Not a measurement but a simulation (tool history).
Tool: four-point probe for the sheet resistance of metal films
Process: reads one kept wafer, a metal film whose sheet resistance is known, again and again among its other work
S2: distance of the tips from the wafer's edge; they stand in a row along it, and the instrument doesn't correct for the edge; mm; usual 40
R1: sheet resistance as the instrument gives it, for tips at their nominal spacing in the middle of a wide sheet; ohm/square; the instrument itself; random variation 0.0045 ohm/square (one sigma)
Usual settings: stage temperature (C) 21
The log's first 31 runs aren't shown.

Run 32, hour 381.7: usual settings but stage temperature (C) 28, S2 3 mm. Result: R1 24.329467 ohm/square.
Run 33, hour 395.9: usual settings but stage temperature (C) 28, S2 3 mm. Result: R1 24.321738 ohm/square.
Run 34, hour 408.8: usual settings but stage temperature (C) 32. Result: R1 22.297451 ohm/square.
Run 35, hour 424.2: usual settings but stage temperature (C) 32. Result: R1 22.292215 ohm/square.
Run 36, hour 440.3: usual settings but stage temperature (C) 34, S2 46 mm. Result: R1 22.246469 ohm/square.
Run 37, hour 457.5: usual settings but stage temperature (C) 31, S2 18 mm. Result: R1 22.363363 ohm/square.
Run 38, hour 466.6: usual settings but S2 52 mm. Result: R1 22.542529 ohm/square.
Run 39, hour 477.2: usual settings but stage temperature (C) 19, S2 3 mm. Result: R1 24.554995 ohm/square.
Run 40, hour 484.6: usual settings but stage temperature (C) 19, S2 3 mm. Result: R1 24.560056 ohm/square.
Run 41, hour 500.8: usual settings but stage temperature (C) 19, S2 3 mm. Result: R1 24.561617 ohm/square.
Run 42, hour 514.6: usual settings but stage temperature (C) 23, S2 3 mm. Result: R1 24.451256 ohm/square.
Run 43, hour 523.8: usual settings but stage temperature (C) 23, S2 3 mm. Result: R1 24.456862 ohm/square.
Run 44, hour 532.4: usual settings but stage temperature (C) 20, S2 4 mm. Result: R1 23.718680 ohm/square.
Run 45, hour 544.0: usual settings but stage temperature (C) 22, S2 22 mm. Result: R1 22.558696 ohm/square.

4 ways to go on from here, each from the tool as it stands after run 45. What would each give?
Run A, hour 551.7: usual settings but stage temperature (C) 20, S2 7 mm. Result: R1 ?.
Run B, hour 551.7: usual settings but stage temperature (C) 25, S2 16 mm. Result: R1 ?.
Run C, hour 551.7: usual settings but stage temperature (C) 22, S2 8 mm. Result: R1 ?.
Run D, hour 551.7: usual settings but stage temperature (C) 20, S2 6 mm. Result: R1 ?.

run         R1
  A  22.954287
  B  22.520993
  C  22.816582
  D  23.084130
Without the tool's hidden state the same runs would have given:
run         R1
  A  22.953956
  B  22.520668
  C  22.816253
  D  23.083798
